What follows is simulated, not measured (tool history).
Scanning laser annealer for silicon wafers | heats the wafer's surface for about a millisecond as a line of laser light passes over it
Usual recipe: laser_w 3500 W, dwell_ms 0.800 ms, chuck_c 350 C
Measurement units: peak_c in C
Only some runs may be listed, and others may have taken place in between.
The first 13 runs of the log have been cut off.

run   hour  laser_w  dwell_ms  chuck_c  peak_c
 14  341.7     3500     0.800      350    1155
 15  378.0     3500     0.800      313    1114
     383.4  -- laser's power meter calibrated
 16  410.6     3500     0.800      313    1114
 17  429.3     3500     0.800      313    1114
 18  456.0     3500     0.800      313    1114
 19  487.7     3033     0.936      333    1050
 20  523.4     3033     0.934      332    1050
 21  548.4     3480     0.871      342    1170
 22  564.7     3480     0.871      342    1170
 23  589.0     3447     0.596      327    1006
     608.8  -- laser's power meter calibrated, once more
 24  626.5     3374     0.999      314    1163
 25  643.3     3374     0.999      314    1165
 26  659.5     3046     0.563      322     885
 27  679.7     3500     0.800      326    1127
 28  706.0     3312     0.800      335    1081
 29  738.5     3312     0.631      335     997
 30  771.1     3781     0.760      357    1217
 31  796.5     3652     0.882      322    1206
 32  820.8     3652     0.882      322    1208
 33  840.5     3652     0.882      322    1210
 34  865.2     3652     0.882      322    1206
 35  882.8     3556     0.822      364    1190
 36  898.0     3556     0.822      364    1191

Here are 4 independent what-if runs from the current tool condition. What would each one return?
  A  925.6     3533     0.800      350       ?
  B  925.6     3500     0.800      355       ?
  C  925.6     3335     0.822      358       ?
  D  925.6     3545     0.843      361       ?

run  peak_c
  A    1156
  B    1151
  C    1120
  D    1194
Stripped of hidden state, with their random variation kept, the same runs would have yielded:
run  peak_c
  A    1184
  B    1179
  C    1147
  D    1223
